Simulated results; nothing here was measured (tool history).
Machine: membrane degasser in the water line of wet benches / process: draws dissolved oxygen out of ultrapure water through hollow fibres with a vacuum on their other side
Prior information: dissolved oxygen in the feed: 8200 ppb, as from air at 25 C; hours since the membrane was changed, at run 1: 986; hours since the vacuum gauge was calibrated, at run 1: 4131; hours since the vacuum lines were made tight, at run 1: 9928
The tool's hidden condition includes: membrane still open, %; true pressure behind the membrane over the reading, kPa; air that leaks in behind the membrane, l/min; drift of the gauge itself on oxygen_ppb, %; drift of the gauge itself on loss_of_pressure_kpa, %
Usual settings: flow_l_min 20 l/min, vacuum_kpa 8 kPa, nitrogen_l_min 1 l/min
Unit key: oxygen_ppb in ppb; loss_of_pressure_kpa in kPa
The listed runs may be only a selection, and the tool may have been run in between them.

run,hour,flow_l_min,vacuum_kpa,nitrogen_l_min,hours since the membrane was changed,hours since the vacuum gauge was calibrated,hours since the vacuum lines were made tight,oxygen_ppb,loss_of_pressure_kpa
1,0,20,8,1,986,4131,9928,398.7,43.62
2,43.1,20,8,1,1029,4174,9971,403.7,43.33
3,79.3,20,8,1,1065,4211,10007,398.8,43.54
4,129.6,20,8,1,1115,4261,10057,401.5,43.54
5,179.9,20,8,1,1166,4311,10108,404,43.22
6,216.3,20,8,1,1202,4348,10144,404.2,43.45
7,274.2,20,8,1,1260,4405,10202,405.2,43.44
8,321.9,20,8,1,1308,4453,10250,406.3,43.48
9,373.6,20,8,1,1359,4505,10301,394.1,43.45
10,418.9,20,8,1,1405,4550,10347,399.5,43.76
11,467.6,20,8,1,1453,4599,10395,399.5,43.48
12,502,20,8,1,1488,4633,10430,401.2,43.62
13,556.1,20,8,1,1542,4687,10484,401.1,43.68
14,590.6,20,8,0.59,1576,4722,10518,502.6,43.42
15,622.8,20,8,0.59,1608,4754,10550,515.9,43.42
16,667.3,20,8,0.59,1653,4799,10595,521.1,43.53
17,718.3,20,8,0.59,1704,4850,10646,516.8,43.58
18,761.4,16,10.56,0.81,1747,4893,10689,431.3,34.89
19,813.1,28,8,1.18,1799,4944,10741,597.6,61.05
20,838.7,29,9.02,1.18,1824,4970,10766,666.1,62.84
21,879.7,29,9.02,1.18,1865,5011,10807,669.7,62.91
# hour 891.8: seals of the vacuum lines changed
22,928.3,31,19.14,0.83,1912,5058,36,1425.2,67.25
23,980.2,20,11.09,1,1964,5109,88,525.1,43.61
24,1031.1,16,7.26,0.87,2015,5160,139,290.4,34.79
25,1082.1,13,12.38,0.97,2066,5211,190,352,28.5
26,1106.5,29,14.47,0.6,2090,5236,215,1273,63.21
27,1132.7,29,14.47,1.51,2116,5262,241,806.5,62.78
28,1183.7,29,14.47,1.51,2167,5313,292,814.6,62.79
29,1231.8,29,14.47,1.51,2215,5361,340,813.3,62.83
30,1265.5,20,9.21,0.52,2249,5395,374,640.5,43.43
31,1295,20,9.21,0.52,2279,5424,403,620.1,43.46
32,1332.2,20,9.21,0.52,2316,5461,440,637.6,43
33,1365.9,24,7.63,1.62,2350,5495,474,415.6,51.88

Alternative continuations, all from the tool just after run 33; predict every row:
A,1409.7,24,9.67,1,2393,5539,518,?,?
B,1409.7,25,11.4,1.07,2393,5539,518,?,?
C,1409.7,13,16.17,2.54,2393,5539,518,?,?

run,oxygen_ppb,loss_of_pressure_kpa
A,593.1,52.25
B,682.7,54.56
C,231.8,28.15
Without the tool's unlogged condition, the same runs would have read:
run,oxygen_ppb,loss_of_pressure_kpa
A,592.7,52.23
B,682.3,54.54
C,231.6,28.14

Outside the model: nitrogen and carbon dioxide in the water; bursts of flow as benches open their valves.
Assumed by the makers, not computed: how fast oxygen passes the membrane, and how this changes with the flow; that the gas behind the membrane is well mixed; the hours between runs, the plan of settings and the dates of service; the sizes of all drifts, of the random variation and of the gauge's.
